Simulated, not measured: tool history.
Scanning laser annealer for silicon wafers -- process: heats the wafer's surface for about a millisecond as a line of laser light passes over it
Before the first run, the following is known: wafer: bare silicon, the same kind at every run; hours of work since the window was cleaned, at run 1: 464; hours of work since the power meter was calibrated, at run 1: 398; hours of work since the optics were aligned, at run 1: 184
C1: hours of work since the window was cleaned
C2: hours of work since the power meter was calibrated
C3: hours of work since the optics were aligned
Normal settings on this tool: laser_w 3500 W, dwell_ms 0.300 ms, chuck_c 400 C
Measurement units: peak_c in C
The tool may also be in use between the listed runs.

run 1 hour=0.0 | laser_w=3500 dwell_ms=0.300 chuck_c=400 | C1=464 C2=398 C3=184 | peak_c=1201
run 2 hour=7.1 | laser_w=3500 dwell_ms=0.300 chuck_c=426 | C1=469 C2=403 C3=189 | peak_c=1225
run 3 hour=23.5 | laser_w=3500 dwell_ms=0.300 chuck_c=426 | C1=481 C2=415 C3=201 | peak_c=1227
run 4 hour=37.1 | laser_w=3500 dwell_ms=0.300 chuck_c=426 | C1=491 C2=425 C3=210 | peak_c=1220
run 5 hour=44.5 | laser_w=3500 dwell_ms=0.300 chuck_c=426 | C1=496 C2=430 C3=216 | peak_c=1223
run 6 hour=54.2 | laser_w=3500 dwell_ms=0.300 chuck_c=400 | C1=503 C2=437 C3=223 | peak_c=1195
run 7 hour=69.6 | laser_w=3582 dwell_ms=0.300 chuck_c=400 | C1=514 C2=448 C3=234 | peak_c=1212
run 8 hour=80.7 | laser_w=3582 dwell_ms=0.300 chuck_c=400 | C1=522 C2=456 C3=242 | peak_c=1214
run 9 hour=94.7 | laser_w=3582 dwell_ms=0.300 chuck_c=400 | C1=532 C2=466 C3=252 | peak_c=1212
run 10 hour=102.2 | laser_w=3537 dwell_ms=0.300 chuck_c=438 | C1=538 C2=472 C3=257 | peak_c=1241
run 11 hour=119.2 | laser_w=2998 dwell_ms=0.261 chuck_c=409 | C1=550 C2=484 C3=269 | peak_c=1035
run 12 hour=130.4 | laser_w=3056 dwell_ms=0.270 chuck_c=399 | C1=558 C2=492 C3=277 | peak_c=1046
run 13 hour=138.8 | laser_w=3420 dwell_ms=0.345 chuck_c=380 | C1=564 C2=498 C3=283 | peak_c=1199
run 14 hour=146.4 | laser_w=3630 dwell_ms=0.300 chuck_c=400 | C1=570 C2=504 C3=289 | peak_c=1221
run 15 hour=159.5 | laser_w=3630 dwell_ms=0.320 chuck_c=437 | C1=579 C2=513 C3=298 | peak_c=1280
run 16 hour=168.0 | laser_w=3630 dwell_ms=0.320 chuck_c=437 | C1=585 C2=519 C3=304 | peak_c=1277
-- hour=175.0 window over the wafer cleaned
run 17 hour=177.6 | laser_w=2984 dwell_ms=0.228 chuck_c=384 | C1=2 C2=525 C3=310 | peak_c=999

Measured less the same run without the tool's hidden state. The same run-to-run variation is in both; the gauge's scatter may not be:
Hidden state at play: light that passes the window, % of a clean one's; laser's true power over the reading, %; width of the line over the set one, %; drift of the gauge itself on peak_c, C.
run=1 peak_c=-42
run=2 peak_c=-42
run=3 peak_c=-44
run=4 peak_c=-45
run=5 peak_c=-45
run=6 peak_c=-46
run=7 peak_c=-48
run=8 peak_c=-49
run=9 peak_c=-50
run=10 peak_c=-50
run=11 peak_c=-41
run=12 peak_c=-42
run=13 peak_c=-54
run=14 peak_c=-55
run=15 peak_c=-57
run=16 peak_c=-58
run=17 peak_c=-8
